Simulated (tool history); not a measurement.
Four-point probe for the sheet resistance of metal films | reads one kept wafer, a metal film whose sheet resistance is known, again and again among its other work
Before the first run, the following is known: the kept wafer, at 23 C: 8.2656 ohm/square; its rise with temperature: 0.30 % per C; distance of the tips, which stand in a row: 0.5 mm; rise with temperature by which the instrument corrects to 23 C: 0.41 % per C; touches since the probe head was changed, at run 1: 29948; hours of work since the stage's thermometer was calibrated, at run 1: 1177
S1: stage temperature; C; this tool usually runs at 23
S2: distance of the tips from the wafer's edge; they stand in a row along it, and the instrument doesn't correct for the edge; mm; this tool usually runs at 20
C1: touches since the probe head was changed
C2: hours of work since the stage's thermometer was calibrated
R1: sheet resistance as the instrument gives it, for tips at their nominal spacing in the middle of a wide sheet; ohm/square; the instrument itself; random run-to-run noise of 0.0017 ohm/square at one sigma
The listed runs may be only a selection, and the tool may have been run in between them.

run,hour,S1,S2,C1,C2,R1
1,0,23,20,29948,1177,8.268637
2,19.7,23,11,30554,1189,8.276473
3,35.2,23,10,31030,1199,8.280232
4,46.2,23,20,31368,1205,8.270571
5,58.1,23,62,31731,1213,8.266122
6,76.5,23,62,32298,1224,8.263042
7,91.6,23,62,32761,1234,8.268133
8,109,23,62,33295,1244,8.267609
9,131.9,23,20,33998,1258,8.268953
10,153.2,23,20,34652,1272,8.267742
11,176,19,20,35351,1286,8.307031
12,197.8,19,20,36022,1299,8.304803
13,208.1,19,20,36336,1306,8.304415
14,229,19,20,36978,1318,8.305447
15,252,23,20,37686,1333,8.265767
16,273.4,23,20,38342,1346,8.268093
17,295.2,27,20,39012,1359,8.235851
18,316.5,27,20,39664,1373,8.234168
19,331.2,27,57,40116,1382,8.230987
20,355.7,23,4,40867,1397,8.334492
21,380.1,23,4,41618,1412,8.334603

Expected results for the next run?
22,392.5,22,34,41998,1420,?

{"run 22": {"R1": 8.274921}}
The same run, on a tool lacking any hidden state, would have yielded R1 8.273947 ohm/square.

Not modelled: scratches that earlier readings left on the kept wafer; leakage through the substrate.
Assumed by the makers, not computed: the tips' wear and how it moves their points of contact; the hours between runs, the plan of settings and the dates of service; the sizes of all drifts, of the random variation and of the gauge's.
